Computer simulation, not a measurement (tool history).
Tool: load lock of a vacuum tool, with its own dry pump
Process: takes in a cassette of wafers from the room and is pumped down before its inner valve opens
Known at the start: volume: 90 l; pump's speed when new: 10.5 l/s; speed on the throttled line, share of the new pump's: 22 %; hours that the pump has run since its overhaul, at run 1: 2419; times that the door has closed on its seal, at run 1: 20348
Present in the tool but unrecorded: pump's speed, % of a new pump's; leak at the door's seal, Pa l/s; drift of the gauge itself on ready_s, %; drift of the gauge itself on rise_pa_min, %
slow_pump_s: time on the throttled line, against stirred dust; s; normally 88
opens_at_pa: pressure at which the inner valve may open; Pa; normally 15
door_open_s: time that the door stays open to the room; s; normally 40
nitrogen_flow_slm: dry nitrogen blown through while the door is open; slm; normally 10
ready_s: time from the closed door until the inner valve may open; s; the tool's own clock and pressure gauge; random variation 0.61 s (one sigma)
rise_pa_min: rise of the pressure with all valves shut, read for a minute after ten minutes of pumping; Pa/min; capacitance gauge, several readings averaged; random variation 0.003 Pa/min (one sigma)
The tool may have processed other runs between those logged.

run,hour,slow_pump_s,opens_at_pa,door_open_s,nitrogen_flow_slm,hours that the pump has run since its overhaul,times that the door has closed on its seal,"incoming humidity of the room's air, %",ready_s,rise_pa_min
1,0.0,88,15,40,10,2419,20348,43.3,147.0,0.065
2,238.1,88,15,37,10,2658,21321,43.1,145.9,0.065
3,505.0,88,15,37,10,2925,22411,44.2,145.1,0.073
4,853.1,88,15,40,40,3273,23833,46.5,145.0,0.074
5,1289.4,88,11,40,10,3709,25616,41.6,148.6,0.088
6,1782.1,88,11,40,10,4202,27629,46.6,148.8,0.102
7,2157.0,88,19,40,10,4577,29161,41.2,143.7,0.111
8,2592.7,88,19,40,10,5012,30941,42.5,145.4,0.118
9,3099.4,88,19,40,10,5519,33012,43.7,143.6,0.120
10,3522.3,88,15,40,10,5942,34739,46.0,146.4,0.133
11,4001.0,88,15,40,10,6420,36696,43.9,148.1,0.146
12,4392.8,88,12,40,10,6812,38296,41.4,149.8,0.151
13,4610.4,88,12,40,10,7030,39186,44.8,150.3,0.169
14,4906.0,88,12,40,10,7326,40394,43.0,151.5,0.162
# hour 5211.4: door's seal changed, seat wiped
15,5419.4,88,12,40,10,7837,850,45.5,149.2,0.009
16,5798.6,88,12,40,10,8217,2399,45.6,151.7,0.008
17,6317.2,46,15,40,10,8735,4518,46.0,116.3,0.023
18,6809.9,88,29,40,10,9228,6532,43.5,142.9,0.025
19,7075.9,88,29,40,8,9494,7618,46.8,144.1,0.023
20,7443.0,149,22,87,25,9861,9118,46.8,191.1,0.031
21,7764.2,139,13,202,42,10182,10431,45.4,189.0,0.027
22,8261.9,139,13,202,42,10680,12464,44.4,189.3,0.033
23,8626.2,139,13,202,42,11044,13953,43.7,190.6,0.037
24,8990.9,105,29,86,25,11409,15443,45.4,156.2,0.043
25,9286.2,105,16,86,7,11704,16650,46.0,163.5,0.066
26,9799.5,105,16,86,7,12217,18747,43.8,163.1,0.068
27,10172.3,105,16,86,7,12590,20270,46.0,163.1,0.075
28,10391.7,88,15,132,4,12810,21167,46.1,150.8,0.086
29,10709.6,140,15,132,4,13128,22465,44.7,191.0,0.090
30,10941.1,140,15,132,4,13359,23411,45.9,190.3,0.090
31,11454.1,88,21,40,10,13872,25508,43.5,148.5,0.084
32,11892.8,88,17,40,10,14311,27300,48.3,150.5,0.090
33,12192.3,58,15,40,36,14610,28524,45.4,129.6,0.089
34,12480.7,58,15,40,36,14899,29702,46.0,130.7,0.098
35,12962.0,58,15,40,36,15380,31669,48.0,130.6,0.107
36,13446.9,58,15,40,36,15865,33650,45.7,129.8,0.123
# hour 13860.3: dry pump taken out, an overhauled one fitted
37,13929.9,58,15,40,36,70,35599,44.7,119.9,0.128

Across each entry between runs, compare the hidden state at the last listed run before it with the hidden state at the first listed run after it:
Runs 14 to 15: door's seal changed, seat wiped (hour 5211.4)
  pump's speed, % of a new pump's: 93.7 -> 93.3; leak at the door's seal, Pa l/s: 0.2337 -> 0.0032
  measured minus no-state result, ready_s: +3.9 -> +4.1 s; rise_pa_min: +0.153 -> +0.001 Pa/min
Runs 36 to 37: dry pump taken out, an overhauled one fitted (hour 13860.3)
  pump's speed, % of a new pump's: 86.4 -> 101.6; leak at the door's seal, Pa l/s: 0.1737 -> 0.1897
  measured minus no-state result, ready_s: +9.8 -> -0.9 s; rise_pa_min: +0.116 -> +0.126 Pa/min
